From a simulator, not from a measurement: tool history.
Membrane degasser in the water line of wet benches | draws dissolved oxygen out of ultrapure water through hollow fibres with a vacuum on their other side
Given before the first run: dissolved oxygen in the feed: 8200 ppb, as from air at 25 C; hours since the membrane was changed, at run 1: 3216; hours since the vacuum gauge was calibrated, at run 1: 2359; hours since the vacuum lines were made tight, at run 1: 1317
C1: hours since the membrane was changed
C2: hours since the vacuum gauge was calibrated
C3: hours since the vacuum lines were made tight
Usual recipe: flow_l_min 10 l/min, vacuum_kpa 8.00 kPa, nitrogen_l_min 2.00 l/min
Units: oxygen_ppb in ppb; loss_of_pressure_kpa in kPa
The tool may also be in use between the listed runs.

Run 1, hour 0.0: usual settings; C1 3216; C2 2359; C3 1317. Result: oxygen_ppb 283.1 ppb, loss_of_pressure_kpa 38.19 kPa.
Run 2, hour 94.0: usual settings; C1 3310; C2 2453; C3 1411. Result: oxygen_ppb 286.8 ppb, loss_of_pressure_kpa 38.02 kPa.
Run 3, hour 174.9: usual settings but nitrogen_l_min 0.98 l/min; C1 3391; C2 2534; C3 1492. Result: oxygen_ppb 338.0 ppb, loss_of_pressure_kpa 38.19 kPa.
Run 4, hour 236.2: usual settings but nitrogen_l_min 0.98 l/min; C1 3452; C2 2595; C3 1554. Result: oxygen_ppb 344.4 ppb, loss_of_pressure_kpa 38.31 kPa.
Run 5, hour 280.0: usual settings; C1 3496; C2 2639; C3 1597. Result: oxygen_ppb 281.9 ppb, loss_of_pressure_kpa 38.08 kPa.
Run 6, hour 320.2: usual settings but nitrogen_l_min 4.44 l/min; C1 3536; C2 2679; C3 1638. Result: oxygen_ppb 253.6 ppb, loss_of_pressure_kpa 37.86 kPa.
Run 7, hour 392.1: usual settings but nitrogen_l_min 4.44 l/min; C1 3608; C2 2751; C3 1709. Result: oxygen_ppb 259.7 ppb, loss_of_pressure_kpa 38.29 kPa.
Run 8, hour 438.1: usual settings but vacuum_kpa 17.69 kPa; C1 3654; C2 2797; C3 1755. Result: oxygen_ppb 399.7 ppb, loss_of_pressure_kpa 37.79 kPa.
Run 9, hour 480.9: usual settings but vacuum_kpa 17.69 kPa, nitrogen_l_min 0.92 l/min; C1 3697; C2 2840; C3 1798. Result: oxygen_ppb 565.3 ppb, loss_of_pressure_kpa 37.97 kPa.
Run 10, hour 527.7: usual settings but vacuum_kpa 17.69 kPa, nitrogen_l_min 0.92 l/min; C1 3743; C2 2887; C3 1845. Result: oxygen_ppb 573.8 ppb, loss_of_pressure_kpa 38.40 kPa.
Run 11, hour 568.6: usual settings but vacuum_kpa 17.69 kPa, nitrogen_l_min 0.92 l/min; C1 3784; C2 2928; C3 1886. Result: oxygen_ppb 580.1 ppb, loss_of_pressure_kpa 38.20 kPa.
At hour 574.9: vacuum gauge calibrated.
Run 12, hour 643.2: usual settings but vacuum_kpa 17.69 kPa, nitrogen_l_min 0.92 l/min; C1 3858; C2 68; C3 1960. Result: oxygen_ppb 580.0 ppb, loss_of_pressure_kpa 38.50 kPa.
Run 13, hour 730.1: usual settings but vacuum_kpa 6.55 kPa; C1 3945; C2 155; C3 2047. Result: oxygen_ppb 276.0 ppb, loss_of_pressure_kpa 38.30 kPa.
Run 14, hour 787.9: usual settings but vacuum_kpa 6.55 kPa; C1 4003; C2 213; C3 2105. Result: oxygen_ppb 273.6 ppb, loss_of_pressure_kpa 37.95 kPa.
Run 15, hour 836.4: usual settings but flow_l_min 6 l/min, vacuum_kpa 13.76 kPa, nitrogen_l_min 0.92 l/min; C1 4051; C2 262; C3 2153. Result: oxygen_ppb 205.1 ppb, loss_of_pressure_kpa 23.08 kPa.
Run 16, hour 915.9: usual settings but flow_l_min 7 l/min, vacuum_kpa 13.76 kPa, nitrogen_l_min 1.72 l/min; C1 4131; C2 341; C3 2233. Result: oxygen_ppb 174.6 ppb, loss_of_pressure_kpa 26.66 kPa.
At hour 975.3: vacuum gauge calibrated, once more.
Run 17, hour 1010.0: usual settings but flow_l_min 7 l/min, vacuum_kpa 19.47 kPa, nitrogen_l_min 1.20 l/min; C1 4225; C2 35; C3 2326. Result: oxygen_ppb 293.7 ppb, loss_of_pressure_kpa 26.89 kPa.
Run 18, hour 1102.8: usual settings but flow_l_min 11 l/min, nitrogen_l_min 2.06 l/min; C1 4317; C2 127; C3 2419. Result: oxygen_ppb 371.1 ppb, loss_of_pressure_kpa 42.00 kPa.

How would selected steps in oxygen_ppb from run to run divide? Give the signed amount a tool lacking its hidden state would still show from settings, what came in and random variation, and the signed amount left for the hidden state, including any gauge scatter that is not in both of the compared results.
The tool's hidden condition here consists of: membrane still open, %; true pressure behind the membrane over the reading, kPa; air that leaks in behind the membrane, l/min; drift of the gauge itself on oxygen_ppb, %; drift of the gauge itself on loss_of_pressure_kpa, %.
Run 12 -> 13: vacuum_kpa 17.69 -> 6.55, nitrogen_l_min 0.92 -> 2.00. oxygen_ppb -304.0 ppb: hidden state -5.7, all else -298.3.
Run 17 -> 18: flow_l_min 7 -> 11, vacuum_kpa 19.47 -> 8.00, nitrogen_l_min 1.20 -> 2.06. oxygen_ppb +77.4 ppb: hidden state +20.7, all else +56.7.

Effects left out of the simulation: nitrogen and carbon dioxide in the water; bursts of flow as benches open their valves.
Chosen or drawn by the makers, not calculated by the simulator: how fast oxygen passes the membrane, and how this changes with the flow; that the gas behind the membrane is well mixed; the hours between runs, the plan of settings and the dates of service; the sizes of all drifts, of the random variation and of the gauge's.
